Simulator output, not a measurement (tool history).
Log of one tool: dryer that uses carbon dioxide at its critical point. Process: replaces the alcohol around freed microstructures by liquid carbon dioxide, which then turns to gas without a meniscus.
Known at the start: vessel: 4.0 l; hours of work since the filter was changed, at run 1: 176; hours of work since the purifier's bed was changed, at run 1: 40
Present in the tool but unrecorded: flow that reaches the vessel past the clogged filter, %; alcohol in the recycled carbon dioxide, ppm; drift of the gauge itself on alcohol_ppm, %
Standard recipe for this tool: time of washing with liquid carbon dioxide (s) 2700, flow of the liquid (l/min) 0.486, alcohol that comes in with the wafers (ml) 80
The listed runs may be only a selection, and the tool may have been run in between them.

run,day,time of washing with liquid carbon dioxide (s),flow of the liquid (l/min),alcohol that comes in with the wafers (ml),hours of work since the filter was changed,hours of work since the purifier's bed was changed,alcohol left in the vessel before it's heated (ppm by volume)
1,0,2700,0.486,80,176,40,184
2,0.679,2700,0.486,50,183,47,131
3,1.117,2700,0.486,80,188,52,194
4,1.479,3840,0.486,80,191,55,35
5,1.962,3840,0.486,80,196,61,35
6,2.583,3840,0.486,80,203,67,40
7,3.062,2700,0.403,97,208,72,544
8,3.583,2700,0.403,97,214,78,542
9,4.1,2700,0.403,97,219,83,521
10,4.625,2100,0.486,95,225,89,626
11,5.162,2640,0.447,80,230,94,324

Per-run results on a tool with no hidden state, each run keeping its own random variation:
run,alcohol left in the vessel before it's heated (ppm by volume)
1,156
2,110
3,163
4,23
5,23
6,26
7,469
8,465
9,444
10,538
11,267
